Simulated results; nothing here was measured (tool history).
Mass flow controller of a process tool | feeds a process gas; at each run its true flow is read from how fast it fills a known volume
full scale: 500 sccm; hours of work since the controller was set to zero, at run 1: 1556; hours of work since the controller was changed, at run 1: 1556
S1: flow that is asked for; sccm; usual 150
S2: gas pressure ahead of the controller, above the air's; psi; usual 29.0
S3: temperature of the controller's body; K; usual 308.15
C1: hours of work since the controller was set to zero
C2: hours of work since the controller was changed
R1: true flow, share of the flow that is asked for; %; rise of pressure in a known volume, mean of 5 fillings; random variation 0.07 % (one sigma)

| run | day | S1 | S2 | S3 | C1 | C2 | R1 |
|---|---|---|---|---|---|---|---|
| 1 | 0.000 | 150 | 29.0 | 308.15 | 1556 | 1556 | 97.27 |
| 2 | 4.325 | 150 | 25.8 | 308.15 | 1599 | 1599 | 97.32 |
| 3 | 9.375 | 150 | 25.8 | 308.15 | 1649 | 1649 | 97.14 |
| 4 | 13.496 | 150 | 25.8 | 308.15 | 1689 | 1689 | 97.24 |
| 5 | 21.138 | 150 | 25.8 | 308.15 | 1765 | 1765 | 97.05 |
| 6 | 25.658 | 122 | 29.0 | 308.15 | 1809 | 1809 | 96.45 |
| 7 | 34.271 | 122 | 29.0 | 308.15 | 1894 | 1894 | 96.46 |
| 8 | 38.950 | 122 | 29.0 | 308.15 | 1940 | 1940 | 96.38 |
| 9 | 45.954 | 122 | 29.0 | 308.15 | 2009 | 2009 | 96.27 |
| 10 | 50.317 | 150 | 29.0 | 308.15 | 2052 | 2052 | 96.65 |
| 11 | 58.208 | 150 | 29.0 | 308.15 | 2130 | 2130 | 96.45 |
| 12 | 64.212 | 150 | 29.0 | 308.15 | 2189 | 2189 | 96.51 |
| 13 | 70.254 | 150 | 29.0 | 308.15 | 2249 | 2249 | 96.44 |
| 14 | 77.875 | 75 | 29.0 | 308.15 | 2324 | 2324 | 94.05 |
| 15 | 85.421 | 138 | 29.0 | 306.15 | 2398 | 2398 | 96.09 |
| 16 | 89.021 | 327 | 29.0 | 304.15 | 2434 | 2434 | 97.84 |
| 17 | 94.050 | 150 | 22.3 | 297.15 | 2483 | 2483 | 96.75 |
| 18 | 97.625 | 150 | 36.3 | 299.15 | 2518 | 2518 | 96.34 |
| 19 | 101.454 | 150 | 34.7 | 297.15 | 2556 | 2556 | 96.40 |
| 20 | 109.525 | 339 | 28.0 | 308.15 | 2636 | 2636 | 97.65 |
| 21 | 114.854 | 150 | 26.7 | 297.15 | 2688 | 2688 | 96.37 |
| 22 | 119.483 | 150 | 26.7 | 297.15 | 2734 | 2734 | 96.23 |
| 23 | 127.408 | 150 | 26.7 | 297.15 | 2812 | 2812 | 96.25 |
| 24 | 131.925 | 76 | 30.0 | 308.15 | 2856 | 2856 | 92.99 |
| 25 | 136.483 | 76 | 30.0 | 308.15 | 2901 | 2901 | 92.84 |
| 26 | 141.875 | 56 | 25.2 | 308.15 | 2954 | 2954 | 90.80 |

4 ways to go on from here, each from the tool as it stands after run 26. What would each give?
| A | 145.879 | 226 | 23.4 | 295.15 | 2994 | 2994 | ? |
| B | 145.879 | 150 | 29.0 | 306.15 | 2994 | 2994 | ? |
| C | 145.879 | 243 | 25.2 | 295.15 | 2994 | 2994 | ? |
| D | 145.879 | 150 | 33.8 | 308.15 | 2994 | 2994 | ? |

| run | R1 |
|---|---|
| A | 97.29 |
| B | 95.66 |
| C | 97.32 |
| D | 95.44 |
Without the tool's hidden state the same runs would have given:
| run | R1 |
|---|---|
| A | 99.95 |
| B | 99.26 |
| C | 99.84 |
| D | 99.05 |
